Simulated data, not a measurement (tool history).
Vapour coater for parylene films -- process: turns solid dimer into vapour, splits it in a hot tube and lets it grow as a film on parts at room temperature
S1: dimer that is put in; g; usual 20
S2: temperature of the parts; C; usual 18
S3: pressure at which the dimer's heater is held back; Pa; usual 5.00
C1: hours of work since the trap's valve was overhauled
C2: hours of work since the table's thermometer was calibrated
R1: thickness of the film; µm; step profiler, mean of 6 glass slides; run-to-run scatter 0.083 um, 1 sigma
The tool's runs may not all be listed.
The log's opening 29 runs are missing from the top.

run,hour,S1,S2,S3,C1,C2,R1
30,314.9,18,27,7.91,238,249,8.95
31,329.5,18,27,7.91,247,259,8.95
32,336.1,14,17,9.77,251,263,8.73
33,347.2,15,17,5.00,258,270,10.15
34,361.8,20,26,10.98,268,279,9.80
35,373.3,20,11,5.90,275,287,15.28
36,384.2,13,11,5.90,282,294,10.00
37,398.0,13,11,2.73,291,303,10.85
# hour 407.0: trap's valve overhauled
38,412.9,11,21,2.73,4,310,7.16
39,420.7,10,24,5.00,9,315,5.62
40,430.1,10,24,5.00,15,321,5.57
41,438.3,10,24,5.00,20,326,5.63
42,448.2,10,24,5.00,26,332,5.66
43,459.2,20,12,11.20,33,339,14.11
44,466.2,31,19,2.51,38,344,21.31
45,472.8,11,20,6.67,42,348,6.73
46,485.7,11,20,6.67,50,356,6.68

Each row is a separate what-if for the run after 46, all from the same tool condition, not one after another. Results?
A,499.7,20,13,5.00,59,365,?
B,499.7,20,16,3.76,59,365,?
C,499.7,15,22,4.50,59,365,?
D,499.7,11,20,3.34,59,365,?

run,R1
A,14.84
B,14.30
C,8.92
D,7.16
What these runs would have given with no unlogged condition in the tool:
run,R1
A,14.85
B,14.31
C,8.93
D,7.17
